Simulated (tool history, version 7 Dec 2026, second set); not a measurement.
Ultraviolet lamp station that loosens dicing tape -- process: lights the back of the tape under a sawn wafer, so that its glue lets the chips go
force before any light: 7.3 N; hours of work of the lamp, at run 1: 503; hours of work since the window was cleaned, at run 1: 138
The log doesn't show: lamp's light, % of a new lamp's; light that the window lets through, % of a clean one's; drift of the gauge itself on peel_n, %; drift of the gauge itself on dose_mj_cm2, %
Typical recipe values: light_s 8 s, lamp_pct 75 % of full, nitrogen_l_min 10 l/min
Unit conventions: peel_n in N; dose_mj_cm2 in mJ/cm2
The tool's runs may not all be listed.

| run | hour | light_s | lamp_pct | nitrogen_l_min | hours of work of the lamp | hours of work since the window was cleaned | peel_n | dose_mj_cm2 |
|---|---|---|---|---|---|---|---|---|
| 1 | 0.0 | 8 | 75 | 10 | 503 | 138 | 1.020 | 148 |
| 2 | 14.5 | 8 | 75 | 10 | 514 | 148 | 1.037 | 147 |
| 3 | 36.2 | 8 | 73 | 10 | 531 | 165 | 1.077 | 143 |
| 4 | 49.4 | 8 | 73 | 10 | 541 | 175 | 1.103 | 142 |
| 5 | 58.4 | 8 | 75 | 10 | 547 | 182 | 1.084 | 142 |
| 6 | 73.4 | 8 | 73 | 10 | 559 | 193 | 1.145 | 134 |
| 7 | 93.6 | 8 | 73 | 10 | 574 | 208 | 1.153 | 136 |
| 8 | 106.6 | 7 | 75 | 10 | 584 | 218 | 1.395 | 119 |
| 9 | 115.5 | 8 | 75 | 8 | 591 | 225 | 1.227 | 134 |
| 10 | 128.1 | 8 | 75 | 8 | 600 | 234 | 1.220 | 140 |
| 11 | 150.0 | 8 | 75 | 8 | 617 | 251 | 1.268 | 134 |
| 12 | 170.8 | 8 | 75 | 10 | 632 | 266 | 1.287 | 127 |
| 13 | 190.1 | 8 | 75 | 10 | 647 | 281 | 1.290 | 131 |
| 14 | 203.4 | 8 | 75 | 10 | 657 | 291 | 1.300 | 130 |
| 15 | 213.7 | 6 | 67 | 12 | 665 | 299 | 2.209 | 84 |
| 16 | 230.9 | 6 | 67 | 12 | 678 | 312 | 2.160 | 89 |
|  | 232.6 | window cleaned of glue's vapour |
| 17 | 241.0 | 14 | 73 | 18 | 685 | 6 | 0.488 | 207 |
| 18 | 260.9 | 10 | 75 | 18 | 700 | 21 | 0.892 | 148 |
| 19 | 270.7 | 7 | 69 | 4 | 707 | 29 | 2.445 | 96 |
| 20 | 281.2 | 8 | 99 | 10 | 715 | 37 | 0.968 | 153 |
| 21 | 290.5 | 6 | 61 | 10 | 722 | 44 | 2.692 | 68 |
|  | 297.4 | window cleaned of glue's vapour, once more |
| 22 | 310.2 | 5 | 61 | 10 | 737 | 10 | 2.882 | 64 |
| 23 | 322.0 | 8 | 63 | 3 | 746 | 19 | 2.316 | 112 |
| 24 | 334.5 | 15 | 100 | 5 | 755 | 28 | 0.363 | 317 |
| 25 | 353.9 | 5 | 83 | 3 | 770 | 43 | 2.802 | 87 |
| 26 | 364.3 | 8 | 83 | 3 | 778 | 50 | 1.747 | 137 |
| 27 | 381.2 | 8 | 75 | 9 | 790 | 63 | 1.393 | 121 |
| 28 | 392.3 | 14 | 98 | 14 | 799 | 72 | 0.325 | 284 |

Forecast each of these 5 alternatives for the next run:
| A | 409.6 | 11 | 94 | 6 | 812 | 85 | ? | ? |
| B | 409.6 | 6 | 94 | 5 | 812 | 85 | ? | ? |
| C | 409.6 | 10 | 74 | 9 | 812 | 85 | ? | ? |
| D | 409.6 | 8 | 75 | 7 | 812 | 85 | ? | ? |
| E | 409.6 | 4 | 98 | 14 | 812 | 85 | ? | ? |

| run | peel_n | dose_mj_cm2 |
|---|---|---|
| A | 0.674 | 211 |
| B | 1.905 | 114 |
| C | 1.031 | 150 |
| D | 1.589 | 120 |
| E | 2.264 | 81 |
The same runs, with their run-to-run variation unchanged, on a tool lacking any hidden condition would have given:
| run | peel_n | dose_mj_cm2 |
|---|---|---|
| A | 0.295 | 357 |
| B | 0.845 | 193 |
| C | 0.405 | 254 |
| D | 0.654 | 204 |
| E | 1.092 | 135 |

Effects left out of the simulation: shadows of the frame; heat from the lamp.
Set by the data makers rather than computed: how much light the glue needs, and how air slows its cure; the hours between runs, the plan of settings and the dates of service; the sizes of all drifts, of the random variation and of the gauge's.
